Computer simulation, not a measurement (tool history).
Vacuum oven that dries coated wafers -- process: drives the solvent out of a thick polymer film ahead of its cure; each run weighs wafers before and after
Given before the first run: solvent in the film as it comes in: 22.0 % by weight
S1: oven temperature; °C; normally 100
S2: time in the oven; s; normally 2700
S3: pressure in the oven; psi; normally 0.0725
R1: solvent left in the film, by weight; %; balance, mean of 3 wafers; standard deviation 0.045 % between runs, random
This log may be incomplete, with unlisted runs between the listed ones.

| run | day | S1 | S2 | S3 | R1 |
|---|---|---|---|---|---|
| 1 | 0.000 | 100 | 2700 | 0.0725 | 1.80 |
| 2 | 1.300 | 100 | 2700 | 0.0725 | 1.85 |
| 3 | 2.296 | 100 | 2700 | 0.0725 | 1.84 |
| 4 | 3.154 | 100 | 2700 | 0.1804 | 2.14 |
| 5 | 4.842 | 100 | 2700 | 0.1804 | 2.21 |
| 6 | 5.596 | 100 | 2700 | 0.1804 | 2.19 |
| 7 | 6.821 | 100 | 2700 | 0.1804 | 1.95 |
| 8 | 7.683 | 100 | 2700 | 0.1804 | 2.07 |
| 9 | 8.388 | 100 | 2700 | 0.0725 | 1.71 |
| 10 | 9.500 | 100 | 2700 | 0.0725 | 1.63 |
| 11 | 11.112 | 100 | 2700 | 0.0725 | 1.73 |
| 12 | 12.554 | 100 | 3120 | 0.0725 | 1.29 |
| 13 | 13.858 | 88 | 1740 | 0.0879 | 7.62 |
| 14 | 15.275 | 104 | 2700 | 0.0725 | 1.33 |
| 15 | 17.017 | 100 | 2700 | 0.2543 | 2.62 |
| 16 | 18.462 | 100 | 2700 | 0.2543 | 2.64 |
| 17 | 19.312 | 100 | 1920 | 0.0476 | 3.57 |
| 18 | 20.338 | 100 | 1620 | 0.0476 | 4.71 |
| 19 | 21.967 | 86 | 3180 | 0.0476 | 4.37 |
| 20 | 22.688 | 86 | 3180 | 0.0476 | 4.32 |
| 21 | 23.538 | 85 | 2580 | 0.1888 | 6.43 |
| 22 | 24.771 | 85 | 2580 | 0.1888 | 6.53 |
| 23 | 26.421 | 99 | 1500 | 0.0687 | 5.45 |
| 24 | 27.267 | 99 | 1500 | 0.0687 | 5.53 |

Taken out of this log: 2 entries between the listed runs. Where each belongs, and how the hidden state differs across it:
From run 6 to run 7: oven's thermocouples calibrated (day 6.708)
  true wafer temperature over the reading, C: 1.21 -> 1.91; true pressure over the reading, kPa: 0.041 -> 0.049
  measured value less the no-hidden-state value, R1: -0.20 -> -0.32 %
From run 12 to run 13: oven's thermocouples calibrated, once more (day 13.412)
  true wafer temperature over the reading, C: 1.98 -> 0.12; true pressure over the reading, kPa: 0.087 -> 0.096
  measured value less the no-hidden-state value, R1: -0.23 -> +0.01 %
